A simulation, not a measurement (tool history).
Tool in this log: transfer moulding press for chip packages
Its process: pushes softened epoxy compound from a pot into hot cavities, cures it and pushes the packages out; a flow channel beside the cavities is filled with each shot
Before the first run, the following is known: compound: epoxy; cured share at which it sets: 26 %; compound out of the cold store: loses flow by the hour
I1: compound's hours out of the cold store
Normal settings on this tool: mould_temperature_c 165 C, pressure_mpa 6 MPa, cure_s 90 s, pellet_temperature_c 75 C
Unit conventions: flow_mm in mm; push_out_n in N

{"run": 1, "hour": 0.0, "mould_temperature_c": 165, "pressure_mpa": 6, "cure_s": 90, "pellet_temperature_c": 75, "I1": 38.4, "flow_mm": 651, "push_out_n": 661}
{"run": 2, "hour": 16.1, "mould_temperature_c": 165, "pressure_mpa": 6, "cure_s": 90, "pellet_temperature_c": 75, "I1": 21.7, "flow_mm": 743, "push_out_n": 770}
{"run": 3, "hour": 33.4, "mould_temperature_c": 165, "pressure_mpa": 6, "cure_s": 90, "pellet_temperature_c": 75, "I1": 10.5, "flow_mm": 804, "push_out_n": 880}
{"run": 4, "hour": 50.8, "mould_temperature_c": 165, "pressure_mpa": 6, "cure_s": 90, "pellet_temperature_c": 75, "I1": 17, "flow_mm": 768, "push_out_n": 891}
{"run": 5, "hour": 59.7, "mould_temperature_c": 165, "pressure_mpa": 6, "cure_s": 90, "pellet_temperature_c": 75, "I1": 25.9, "flow_mm": 721, "push_out_n": 870}
{"hour": 76.7, "done": "cavities cleaned with cleaning compound and waxed"}
{"run": 6, "hour": 77.5, "mould_temperature_c": 165, "pressure_mpa": 6, "cure_s": 90, "pellet_temperature_c": 75, "I1": 45, "flow_mm": 613, "push_out_n": 567}
{"run": 7, "hour": 86.4, "mould_temperature_c": 165, "pressure_mpa": 5.41, "cure_s": 90, "pellet_temperature_c": 75, "I1": 42.7, "flow_mm": 602, "push_out_n": 612}
{"run": 8, "hour": 97.6, "mould_temperature_c": 165, "pressure_mpa": 6, "cure_s": 90, "pellet_temperature_c": 75, "I1": 34.8, "flow_mm": 659, "push_out_n": 746}
{"run": 9, "hour": 107.9, "mould_temperature_c": 165, "pressure_mpa": 6, "cure_s": 90, "pellet_temperature_c": 75, "I1": 45.2, "flow_mm": 611, "push_out_n": 732}
{"run": 10, "hour": 121.5, "mould_temperature_c": 165, "pressure_mpa": 6, "cure_s": 90, "pellet_temperature_c": 75, "I1": 31, "flow_mm": 680, "push_out_n": 793}
{"run": 11, "hour": 135.5, "mould_temperature_c": 165, "pressure_mpa": 6, "cure_s": 90, "pellet_temperature_c": 75, "I1": 41.4, "flow_mm": 629, "push_out_n": 833}
{"run": 12, "hour": 145.8, "mould_temperature_c": 165, "pressure_mpa": 6, "cure_s": 90, "pellet_temperature_c": 75, "I1": 16.1, "flow_mm": 764, "push_out_n": 919}
{"run": 13, "hour": 160.4, "mould_temperature_c": 171, "pressure_mpa": 6, "cure_s": 90, "pellet_temperature_c": 75, "I1": 22.7, "flow_mm": 702, "push_out_n": 702}
{"hour": 165.4, "done": "cavities cleaned with cleaning compound and waxed"}
{"run": 14, "hour": 179.2, "mould_temperature_c": 165, "pressure_mpa": 6, "cure_s": 104, "pellet_temperature_c": 75, "I1": 35.4, "flow_mm": 662, "push_out_n": 569}
{"run": 15, "hour": 194.4, "mould_temperature_c": 165, "pressure_mpa": 6, "cure_s": 96, "pellet_temperature_c": 75, "I1": 27.6, "flow_mm": 702, "push_out_n": 722}
{"run": 16, "hour": 212.9, "mould_temperature_c": 165, "pressure_mpa": 6, "cure_s": 96, "pellet_temperature_c": 75, "I1": 15.2, "flow_mm": 763, "push_out_n": 816}
{"run": 17, "hour": 228.9, "mould_temperature_c": 166, "pressure_mpa": 6, "cure_s": 116, "pellet_temperature_c": 75, "I1": 26, "flow_mm": 702, "push_out_n": 667}
{"run": 18, "hour": 241.9, "mould_temperature_c": 166, "pressure_mpa": 6, "cure_s": 116, "pellet_temperature_c": 75, "I1": 20.9, "flow_mm": 720, "push_out_n": 684}
{"hour": 253.0, "done": "cavities cleaned with cleaning compound and waxed"}
{"run": 19, "hour": 258.7, "mould_temperature_c": 166, "pressure_mpa": 6.4, "cure_s": 116, "pellet_temperature_c": 67, "I1": 18.7, "flow_mm": 758, "push_out_n": 478}
{"run": 20, "hour": 275.0, "mould_temperature_c": 166, "pressure_mpa": 6.4, "cure_s": 116, "pellet_temperature_c": 78, "I1": 19.2, "flow_mm": 747, "push_out_n": 574}
{"run": 21, "hour": 288.6, "mould_temperature_c": 166, "pressure_mpa": 6.4, "cure_s": 116, "pellet_temperature_c": 78, "I1": 20.2, "flow_mm": 744, "push_out_n": 598}
{"run": 22, "hour": 306.7, "mould_temperature_c": 166, "pressure_mpa": 6.4, "cure_s": 116, "pellet_temperature_c": 78, "I1": 39.5, "flow_mm": 643, "push_out_n": 635}
{"run": 23, "hour": 324.5, "mould_temperature_c": 164, "pressure_mpa": 6.4, "cure_s": 116, "pellet_temperature_c": 78, "I1": 46.7, "flow_mm": 608, "push_out_n": 686}
{"hour": 334.5, "done": "plunger's sealing rings changed"}
{"run": 24, "hour": 341.2, "mould_temperature_c": 165, "pressure_mpa": 6, "cure_s": 108, "pellet_temperature_c": 69, "I1": 29.7, "flow_mm": 722, "push_out_n": 719}
{"hour": 344.1, "done": "cavities cleaned with cleaning compound and waxed"}
{"run": 25, "hour": 355.8, "mould_temperature_c": 165, "pressure_mpa": 6.12, "cure_s": 74, "pellet_temperature_c": 75, "I1": 27.6, "flow_mm": 743, "push_out_n": 1021}
{"run": 26, "hour": 374.1, "mould_temperature_c": 165, "pressure_mpa": 4.51, "cure_s": 90, "pellet_temperature_c": 75, "I1": 40.6, "flow_mm": 569, "push_out_n": 763}
{"run": 27, "hour": 385.7, "mould_temperature_c": 172, "pressure_mpa": 4.51, "cure_s": 90, "pellet_temperature_c": 75, "I1": 38.1, "flow_mm": 564, "push_out_n": 624}
{"run": 28, "hour": 393.8, "mould_temperature_c": 172, "pressure_mpa": 5.97, "cure_s": 72, "pellet_temperature_c": 72, "I1": 46, "flow_mm": 607, "push_out_n": 768}
{"run": 29, "hour": 403.1, "mould_temperature_c": 172, "pressure_mpa": 4.73, "cure_s": 72, "pellet_temperature_c": 72, "I1": 20.3, "flow_mm": 662, "push_out_n": 857}

What if the next run were any one of these 3? Each begins from the tool's condition after run 29:
{"run": "A", "hour": 417.2, "mould_temperature_c": 172, "pressure_mpa": 4.73, "cure_s": 118, "pellet_temperature_c": 72, "I1": 30.1, "flow_mm": "?", "push_out_n": "?"}
{"run": "B", "hour": 417.2, "mould_temperature_c": 172, "pressure_mpa": 6.68, "cure_s": 72, "pellet_temperature_c": 79, "I1": 36.1, "flow_mm": "?", "push_out_n": "?"}
{"run": "C", "hour": 417.2, "mould_temperature_c": 172, "pressure_mpa": 4.73, "cure_s": 72, "pellet_temperature_c": 72, "I1": 19.6, "flow_mm": "?", "push_out_n": "?"}

run=A flow_mm=612 push_out_n=668
run=B flow_mm=692 push_out_n=828
run=C flow_mm=656 push_out_n=912
Take away the tool's hidden state, keep each run's random variation, and the runs would have read:
run=A flow_mm=616 push_out_n=432
run=B flow_mm=697 push_out_n=515
run=C flow_mm=661 push_out_n=563

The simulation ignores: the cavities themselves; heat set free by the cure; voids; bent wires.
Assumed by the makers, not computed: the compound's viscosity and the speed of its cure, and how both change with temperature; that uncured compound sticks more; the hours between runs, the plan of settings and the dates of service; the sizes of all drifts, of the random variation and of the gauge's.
